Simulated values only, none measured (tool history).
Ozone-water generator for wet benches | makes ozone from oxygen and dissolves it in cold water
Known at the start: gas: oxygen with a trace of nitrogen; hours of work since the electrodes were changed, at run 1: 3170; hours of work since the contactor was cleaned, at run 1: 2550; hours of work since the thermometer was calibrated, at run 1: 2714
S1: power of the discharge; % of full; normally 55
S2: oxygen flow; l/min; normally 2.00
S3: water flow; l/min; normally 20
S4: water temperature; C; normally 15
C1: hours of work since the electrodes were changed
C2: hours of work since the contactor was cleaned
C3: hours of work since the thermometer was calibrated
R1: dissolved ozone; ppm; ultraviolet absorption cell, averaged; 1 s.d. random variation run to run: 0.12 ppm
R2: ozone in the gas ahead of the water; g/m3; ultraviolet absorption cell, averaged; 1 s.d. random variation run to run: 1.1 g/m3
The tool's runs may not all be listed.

| run | day | S1 | S2 | S3 | S4 | C1 | C2 | C3 | R1 | R2 |
|---|---|---|---|---|---|---|---|---|---|---|
| 1 | 0.000 | 55 | 2.00 | 20 | 15 | 3170 | 2550 | 2714 | 11.4 | 204.5 |
| 2 | 6.142 | 55 | 2.00 | 20 | 15 | 3261 | 2641 | 2805 | 11.2 | 207.0 |
|  | 10.125 | water thermometer calibrated |
| 3 | 12.046 | 55 | 3.08 | 20 | 15 | 3348 | 2728 | 28 | 12.2 | 162.1 |
| 4 | 18.879 | 55 | 3.08 | 20 | 15 | 3448 | 2828 | 129 | 12.4 | 161.7 |
|  | 23.583 | contactor cleaned |
| 5 | 25.800 | 55 | 2.00 | 20 | 15 | 3548 | 33 | 229 | 11.3 | 203.1 |
| 6 | 31.338 | 55 | 2.00 | 20 | 15 | 3630 | 114 | 310 | 11.5 | 203.9 |
| 7 | 34.596 | 55 | 2.00 | 20 | 15 | 3678 | 162 | 358 | 11.6 | 204.0 |
| 8 | 37.762 | 55 | 2.00 | 20 | 15 | 3724 | 209 | 405 | 11.5 | 203.5 |
| 9 | 43.350 | 55 | 2.00 | 20 | 9 | 3807 | 291 | 487 | 11.9 | 203.8 |
| 10 | 47.704 | 55 | 2.00 | 30 | 15 | 3871 | 356 | 552 | 7.0 | 203.7 |
| 11 | 53.717 | 55 | 2.00 | 30 | 15 | 3960 | 444 | 640 | 6.9 | 203.2 |
| 12 | 60.546 | 55 | 2.00 | 30 | 9 | 4060 | 545 | 741 | 7.0 | 201.6 |
| 13 | 64.125 | 91 | 2.00 | 20 | 15 | 4113 | 598 | 794 | 16.3 | 289.4 |
| 14 | 67.762 | 91 | 2.00 | 20 | 15 | 4167 | 651 | 847 | 16.5 | 289.5 |
| 15 | 71.779 | 55 | 2.00 | 20 | 15 | 4226 | 711 | 907 | 11.6 | 202.3 |
|  | 74.225 | gauge calibrated |
| 16 | 76.112 | 55 | 2.00 | 20 | 15 | 4290 | 774 | 970 | 11.5 | 206.1 |
| 17 | 80.329 | 83 | 1.45 | 20 | 15 | 4352 | 837 | 1033 | 14.4 | 332.4 |
| 18 | 84.829 | 77 | 1.77 | 18 | 14 | 4418 | 903 | 1099 | 16.1 | 280.5 |
| 19 | 88.258 | 55 | 3.38 | 20 | 17 | 4469 | 954 | 1149 | 12.3 | 153.0 |
| 20 | 92.600 | 62 | 1.91 | 32 | 8 | 4533 | 1018 | 1214 | 7.1 | 227.6 |
| 21 | 96.129 | 75 | 3.02 | 20 | 15 | 4585 | 1070 | 1266 | 15.4 | 200.9 |
| 22 | 101.262 | 76 | 2.96 | 17 | 10 | 4661 | 1145 | 1341 | 19.2 | 205.4 |
| 23 | 107.983 | 84 | 3.39 | 20 | 15 | 4760 | 1244 | 1440 | 16.9 | 207.4 |
| 24 | 111.742 | 55 | 1.39 | 29 | 15 | 4815 | 1300 | 1496 | 6.5 | 249.8 |
| 25 | 115.117 | 55 | 1.39 | 29 | 21 | 4865 | 1350 | 1546 | 6.5 | 247.8 |
| 26 | 118.083 | 55 | 1.39 | 29 | 21 | 4909 | 1393 | 1589 | 6.2 | 251.0 |
| 27 | 122.850 | 55 | 1.39 | 29 | 21 | 4979 | 1464 | 1660 | 6.1 | 249.3 |
| 28 | 126.733 | 67 | 2.25 | 12 | 15 | 5036 | 1521 | 1717 | 23.0 | 217.6 |
| 29 | 130.012 | 67 | 2.03 | 12 | 15 | 5084 | 1569 | 1765 | 22.9 | 232.9 |

Alternative continuations, all from the tool just after run 29; predict every row:
| A | 135.738 | 91 | 1.91 | 20 | 15 | 5169 | 1654 | 1850 | ? | ? |
| B | 135.738 | 67 | 2.03 | 12 | 10 | 5169 | 1654 | 1850 | ? | ? |
| C | 135.738 | 55 | 2.00 | 17 | 15 | 5169 | 1654 | 1850 | ? | ? |
| D | 135.738 | 55 | 1.51 | 27 | 15 | 5169 | 1654 | 1850 | ? | ? |
| E | 135.738 | 45 | 1.79 | 22 | 15 | 5169 | 1654 | 1850 | ? | ? |

| run | R1 | R2 |
|---|---|---|
| A | 16.0 | 295.2 |
| B | 23.8 | 229.6 |
| C | 13.7 | 203.1 |
| D | 7.0 | 234.9 |
| E | 8.9 | 186.4 |
With no hidden state in the tool, these same runs would have given:
| run | R1 | R2 |
|---|---|---|
| A | 16.1 | 303.2 |
| B | 23.9 | 235.7 |
| C | 13.7 | 208.4 |
| D | 7.1 | 241.1 |
| E | 8.9 | 191.3 |
